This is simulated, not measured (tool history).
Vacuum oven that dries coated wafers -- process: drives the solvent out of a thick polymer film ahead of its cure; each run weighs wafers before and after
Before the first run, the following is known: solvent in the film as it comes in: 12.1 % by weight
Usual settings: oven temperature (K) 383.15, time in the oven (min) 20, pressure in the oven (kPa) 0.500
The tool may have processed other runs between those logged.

run 1 hour=0.0 | oven_temperature_(K)=383.15 time_in_the_oven_(min)=20 pressure_in_the_oven_(kPa)=0.500 | solvent_left_in_the_film_(%)=2.12
run 2 hour=54.2 | oven_temperature_(K)=383.15 time_in_the_oven_(min)=34 pressure_in_the_oven_(kPa)=0.500 | solvent_left_in_the_film_(%)=1.01
run 3 hour=102.1 | oven_temperature_(K)=381.15 time_in_the_oven_(min)=20 pressure_in_the_oven_(kPa)=0.500 | solvent_left_in_the_film_(%)=2.50
run 4 hour=145.5 | oven_temperature_(K)=395.15 time_in_the_oven_(min)=20 pressure_in_the_oven_(kPa)=0.500 | solvent_left_in_the_film_(%)=0.78
run 5 hour=197.5 | oven_temperature_(K)=383.15 time_in_the_oven_(min)=20 pressure_in_the_oven_(kPa)=0.500 | solvent_left_in_the_film_(%)=2.06
run 6 hour=248.6 | oven_temperature_(K)=383.15 time_in_the_oven_(min)=20 pressure_in_the_oven_(kPa)=0.500 | solvent_left_in_the_film_(%)=2.08
run 7 hour=278.7 | oven_temperature_(K)=383.15 time_in_the_oven_(min)=20 pressure_in_the_oven_(kPa)=0.500 | solvent_left_in_the_film_(%)=2.18
run 8 hour=320.7 | oven_temperature_(K)=383.15 time_in_the_oven_(min)=20 pressure_in_the_oven_(kPa)=0.500 | solvent_left_in_the_film_(%)=2.06
run 9 hour=362.1 | oven_temperature_(K)=383.15 time_in_the_oven_(min)=20 pressure_in_the_oven_(kPa)=0.500 | solvent_left_in_the_film_(%)=2.06
run 10 hour=407.2 | oven_temperature_(K)=383.15 time_in_the_oven_(min)=20 pressure_in_the_oven_(kPa)=0.500 | solvent_left_in_the_film_(%)=2.16
run 11 hour=446.9 | oven_temperature_(K)=383.15 time_in_the_oven_(min)=20 pressure_in_the_oven_(kPa)=0.500 | solvent_left_in_the_film_(%)=2.17
run 12 hour=491.7 | oven_temperature_(K)=383.15 time_in_the_oven_(min)=20 pressure_in_the_oven_(kPa)=0.500 | solvent_left_in_the_film_(%)=2.15
-- hour=512.0 oven's thermocouples calibrated
run 13 hour=524.5 | oven_temperature_(K)=383.15 time_in_the_oven_(min)=20 pressure_in_the_oven_(kPa)=0.500 | solvent_left_in_the_film_(%)=2.03
run 14 hour=578.7 | oven_temperature_(K)=383.15 time_in_the_oven_(min)=20 pressure_in_the_oven_(kPa)=0.500 | solvent_left_in_the_film_(%)=1.95
run 15 hour=614.4 | oven_temperature_(K)=383.15 time_in_the_oven_(min)=20 pressure_in_the_oven_(kPa)=0.500 | solvent_left_in_the_film_(%)=2.04
run 16 hour=658.1 | oven_temperature_(K)=383.15 time_in_the_oven_(min)=20 pressure_in_the_oven_(kPa)=0.500 | solvent_left_in_the_film_(%)=1.94
run 17 hour=685.6 | oven_temperature_(K)=383.15 time_in_the_oven_(min)=20 pressure_in_the_oven_(kPa)=0.500 | solvent_left_in_the_film_(%)=1.95
run 18 hour=733.8 | oven_temperature_(K)=383.15 time_in_the_oven_(min)=20 pressure_in_the_oven_(kPa)=0.500 | solvent_left_in_the_film_(%)=2.01
-- hour=764.4 oven's thermocouples calibrated, once more
run 19 hour=795.0 | oven_temperature_(K)=369.15 time_in_the_oven_(min)=20 pressure_in_the_oven_(kPa)=0.524 | solvent_left_in_the_film_(%)=5.45
run 20 hour=824.3 | oven_temperature_(K)=369.15 time_in_the_oven_(min)=20 pressure_in_the_oven_(kPa)=0.524 | solvent_left_in_the_film_(%)=5.47
run 21 hour=869.7 | oven_temperature_(K)=374.15 time_in_the_oven_(min)=14 pressure_in_the_oven_(kPa)=0.500 | solvent_left_in_the_film_(%)=5.53
run 22 hour=893.5 | oven_temperature_(K)=395.15 time_in_the_oven_(min)=26 pressure_in_the_oven_(kPa)=1.727 | solvent_left_in_the_film_(%)=1.75
run 23 hour=932.7 | oven_temperature_(K)=395.15 time_in_the_oven_(min)=26 pressure_in_the_oven_(kPa)=1.727 | solvent_left_in_the_film_(%)=1.76

The next listed run, before its measurement:
run 24 hour=987.3 | oven_temperature_(K)=394.15 time_in_the_oven_(min)=18 pressure_in_the_oven_(kPa)=1.767 | solvent_left_in_the_film_(%)=?

{"run 24": {"solvent left in the film (%)": 2.13}}
Without the tool's hidden state the same run would have given solvent left in the film (%) 1.70.
